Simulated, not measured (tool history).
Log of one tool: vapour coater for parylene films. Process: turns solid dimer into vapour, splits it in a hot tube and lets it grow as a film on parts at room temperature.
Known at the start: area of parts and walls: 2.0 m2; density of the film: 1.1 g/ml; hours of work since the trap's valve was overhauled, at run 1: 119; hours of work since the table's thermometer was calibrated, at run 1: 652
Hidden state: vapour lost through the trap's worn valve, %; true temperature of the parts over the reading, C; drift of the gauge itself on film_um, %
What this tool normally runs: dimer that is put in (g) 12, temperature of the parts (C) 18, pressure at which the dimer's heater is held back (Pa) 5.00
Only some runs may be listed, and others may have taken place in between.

run,hour,dimer that is put in (g),temperature of the parts (C),pressure at which the dimer's heater is held back (Pa),hours of work since the trap's valve was overhauled,hours of work since the table's thermometer was calibrated,thickness of the film (nm)
1,0.0,12,18,5.00,119,652,4000
2,24.8,12,18,5.00,140,673,4010
3,36.6,12,18,5.00,150,683,4030
4,50.7,18,18,5.00,162,695,6040
5,71.4,18,18,5.00,180,712,6010
6,97.0,18,18,5.00,201,734,6050
7,120.0,12,18,2.70,221,753,4540
8,138.0,12,18,2.70,236,768,4550
9,159.1,12,18,2.70,254,786,4560
10,173.8,12,18,2.70,266,798,4600
11,187.2,12,18,2.70,277,810,4570
12,202.2,6,18,5.00,290,822,2000
13,223.8,12,18,5.00,308,841,4050
14,242.4,12,18,7.83,324,856,3660
15,261.6,12,18,7.83,340,873,3680
16,289.1,12,18,7.83,363,896,3690
17,305.8,12,26,7.83,378,910,3200
18,334.8,12,18,5.00,402,934,4010
19,346.9,12,18,5.00,412,945,4030
20,364.2,12,18,5.00,427,959,4020
21,387.5,12,27,5.00,447,979,3410
22,413.5,16,18,5.00,469,1001,5350
23,442.2,16,18,5.00,493,1025,5380
24,462.3,20,18,9.37,510,1042,5930
# hour 474.5: trap's valve overhauled
25,478.5,20,18,9.37,3,1052,5910
26,499.9,12,17,8.49,21,1070,3670
27,523.5,12,23,2.81,41,1090,4160
28,536.3,12,23,2.81,52,1101,4140
29,564.8,14,18,6.22,76,1125,4500
30,587.2,17,18,4.79,95,1144,5810
31,603.8,21,22,7.62,109,1158,6060
32,619.7,21,22,7.62,123,1172,6030
33,642.4,21,22,7.62,142,1191,6050
34,670.7,6,18,11.96,166,1215,1690
35,689.6,8,11,2.56,182,1231,3480
36,713.9,8,11,2.56,202,1251,3490
37,740.9,6,27,4.11,225,1274,1760
38,753.9,18,27,10.25,236,1285,4450
39,773.4,18,27,10.25,252,1301,4470
40,794.3,18,27,10.25,270,1319,4460
41,820.6,12,18,4.23,292,1341,4140
42,849.6,20,14,4.23,317,1366,7450
43,872.0,10,23,4.23,336,1385,3170
44,888.8,12,18,3.13,350,1399,4460
45,912.2,6,18,6.59,370,1418,1920

Predict each of these 4 candidate next runs independently; none follows another, all start after run 45:
A,932.6,17,21,6.59,387,1436,?
B,932.6,6,10,11.83,387,1436,?
C,932.6,11,18,2.28,387,1436,?
D,932.6,12,20,2.21,387,1436,?

run,thickness of the film (nm)
A,5160
B,1950
C,4330
D,4570
Take away the tool's hidden state, keep each run's random variation, and the runs would have read:
run,thickness of the film (nm)
A,5170
B,1950
C,4340
D,4580
